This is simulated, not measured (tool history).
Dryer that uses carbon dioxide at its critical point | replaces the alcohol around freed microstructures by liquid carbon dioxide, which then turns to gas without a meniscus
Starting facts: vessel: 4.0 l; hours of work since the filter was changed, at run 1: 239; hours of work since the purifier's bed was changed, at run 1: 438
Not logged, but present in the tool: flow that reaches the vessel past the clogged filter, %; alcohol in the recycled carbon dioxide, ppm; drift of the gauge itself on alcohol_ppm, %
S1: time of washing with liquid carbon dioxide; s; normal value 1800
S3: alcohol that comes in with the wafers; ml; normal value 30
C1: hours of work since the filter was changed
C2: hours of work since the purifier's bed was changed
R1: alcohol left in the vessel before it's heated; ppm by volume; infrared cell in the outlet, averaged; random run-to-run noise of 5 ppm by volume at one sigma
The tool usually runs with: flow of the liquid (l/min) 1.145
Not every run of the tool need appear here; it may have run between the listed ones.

run 1 hour=0.0 | S1=1800 flow_of_the_liquid_(l/min)=1.145 S3=30 | C1=239 C2=438 | R1=105
run 2 hour=10.0 | S1=1800 flow_of_the_liquid_(l/min)=1.145 S3=30 | C1=246 C2=446 | R1=121
run 3 hour=19.9 | S1=1800 flow_of_the_liquid_(l/min)=1.145 S3=30 | C1=253 C2=453 | R1=109
run 4 hour=34.8 | S1=1800 flow_of_the_liquid_(l/min)=1.145 S3=30 | C1=264 C2=463 | R1=112
run 5 hour=49.3 | S1=1200 flow_of_the_liquid_(l/min)=1.145 S3=30 | C1=275 C2=474 | R1=174
run 6 hour=59.8 | S1=1800 flow_of_the_liquid_(l/min)=1.030 S3=30 | C1=282 C2=482 | R1=122
run 7 hour=72.8 | S1=1800 flow_of_the_liquid_(l/min)=1.145 S3=30 | C1=292 C2=491 | R1=118
run 8 hour=84.0 | S1=1800 flow_of_the_liquid_(l/min)=1.145 S3=30 | C1=300 C2=499 | R1=118
run 9 hour=93.7 | S1=2160 flow_of_the_liquid_(l/min)=0.690 S3=33 | C1=307 C2=506 | R1=166
run 10 hour=102.5 | S1=2160 flow_of_the_liquid_(l/min)=0.690 S3=33 | C1=313 C2=513 | R1=169
run 11 hour=118.5 | S1=1980 flow_of_the_liquid_(l/min)=1.000 S3=78 | C1=325 C2=524 | R1=141
run 12 hour=132.6 | S1=1980 flow_of_the_liquid_(l/min)=1.440 S3=78 | C1=335 C2=534 | R1=125
run 13 hour=146.3 | S1=1620 flow_of_the_liquid_(l/min)=1.145 S3=33 | C1=345 C2=544 | R1=142
run 14 hour=155.8 | S1=2760 flow_of_the_liquid_(l/min)=1.380 S3=33 | C1=352 C2=551 | R1=136
run 15 hour=168.5 | S1=1200 flow_of_the_liquid_(l/min)=1.080 S3=30 | C1=361 C2=560 | R1=224
run 16 hour=184.4 | S1=1800 flow_of_the_liquid_(l/min)=1.145 S3=60 | C1=373 C2=572 | R1=140

Alternative continuations, all from the tool just after run 16; predict every row:
run A hour=194.4 | S1=1800 flow_of_the_liquid_(l/min)=0.850 S3=98 | C1=380 C2=579 | R1=?
run B hour=194.4 | S1=1800 flow_of_the_liquid_(l/min)=1.145 S3=69 | C1=380 C2=579 | R1=?
run C hour=194.4 | S1=1740 flow_of_the_liquid_(l/min)=0.720 S3=36 | C1=380 C2=579 | R1=?
run D hour=194.4 | S1=1800 flow_of_the_liquid_(l/min)=1.930 S3=23 | C1=380 C2=579 | R1=?
run E hour=194.4 | S1=1800 flow_of_the_liquid_(l/min)=1.050 S3=30 | C1=380 C2=579 | R1=?

run=A R1=271
run=B R1=157
run=C R1=271
run=D R1=128
run=E R1=139
Had the tool no hidden state, the same runs would have come out as:
run=A R1=87
run=B R1=20
run=C R1=95
run=D R1=3
run=E R1=6
